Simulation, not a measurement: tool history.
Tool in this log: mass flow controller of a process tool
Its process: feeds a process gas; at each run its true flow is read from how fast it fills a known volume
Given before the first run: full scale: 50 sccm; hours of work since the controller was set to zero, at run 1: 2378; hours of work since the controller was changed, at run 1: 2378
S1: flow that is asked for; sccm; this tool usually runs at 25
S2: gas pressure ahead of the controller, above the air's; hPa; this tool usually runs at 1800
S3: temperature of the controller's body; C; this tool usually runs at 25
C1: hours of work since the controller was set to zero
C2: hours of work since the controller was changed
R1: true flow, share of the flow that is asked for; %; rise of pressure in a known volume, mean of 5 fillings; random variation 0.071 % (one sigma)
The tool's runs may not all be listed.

run,day,S1,S2,S3,C1,C2,R1
1,0,25,1800,25,2378,2378,98.17
2,15.758,25,1800,25,2493,2493,98.24
3,23.346,25,1800,25,2548,2548,98.21
4,31.671,25,1800,25,2608,2608,98.02
5,45.579,25,1800,25,2709,2709,98.13
6,58.533,25,1800,25,2803,2803,98.06
7,68.683,25,2220,25,2877,2877,97.86
8,84.95,25,1800,27,2995,2995,97.86
9,95.817,25,1800,27,3074,3074,97.75
10,112.025,46,1800,25,3192,3192,98.63
11,121.162,25,1800,29,3258,3258,97.68
12,133.008,25,1450,25,3344,3344,97.95
13,148.821,25,1450,25,3459,3459,97.87
14,165.104,25,1450,22,3577,3577,97.95
15,178.367,25,1450,22,3674,3674,97.9
16,193.275,25,1450,22,3782,3782,97.73
17,201.038,25,1450,22,3838,3838,97.74
18,213.067,25,1450,21,3926,3926,97.81
19,229.204,25,1450,21,4043,4043,97.77
20,238.092,25,1800,25,4107,4107,97.38
21,251.925,25,1800,25,4208,4208,97.47
22,266.825,18,1800,25,4316,4316,96.89
23,275.65,45,1800,36,4380,4380,97.64
# day 278.117: controller's zero set anew
24,284.692,26,1800,25,48,4446,98.1
25,296.558,27,2490,25,134,4532,98
26,307.954,13,1800,32,217,4615,97.59
27,321.038,13,1800,32,312,4710,97.42
28,337.55,13,1800,32,432,4830,97.39
29,350.317,37,2340,27,524,4922,97.91
30,362.204,5,2490,25,611,5009,96.43
31,374.729,28,1780,25,702,5100,97.97
32,388.588,28,1780,25,802,5200,97.75
33,395.767,28,2350,21,854,5252,97.91
34,408.7,28,2350,21,948,5346,97.84
35,423.117,10,2650,21,1053,5451,96.93
36,435.446,10,2650,21,1143,5541,96.72
37,442.3,10,2650,21,1192,5590,96.74
38,457.962,7,2650,26,1306,5704,95.99
39,467.588,7,2480,31,1376,5774,95.79
40,479.242,7,1750,31,1461,5859,95.84
41,492.467,18,2800,29,1557,5955,96.63
42,499.6,19,1800,25,1609,6007,97.24
43,509.633,19,1800,24,1681,6079,97.13

Below are 4 alternative next runs, each starting from the tool's condition after run 43. Predict each:
A,519.817,22,1800,20,1755,6153,?
B,519.817,12,1880,24,1755,6153,?
C,519.817,19,1800,32,1755,6153,?
D,519.817,6,1800,24,1755,6153,?

run,R1
A,97.35
B,96.47
C,96.83
D,95.43
With the hidden condition removed and each run's random variation left untouched, the same runs would have given:
run,R1
A,99.74
B,99.3
C,99.32
D,99.24

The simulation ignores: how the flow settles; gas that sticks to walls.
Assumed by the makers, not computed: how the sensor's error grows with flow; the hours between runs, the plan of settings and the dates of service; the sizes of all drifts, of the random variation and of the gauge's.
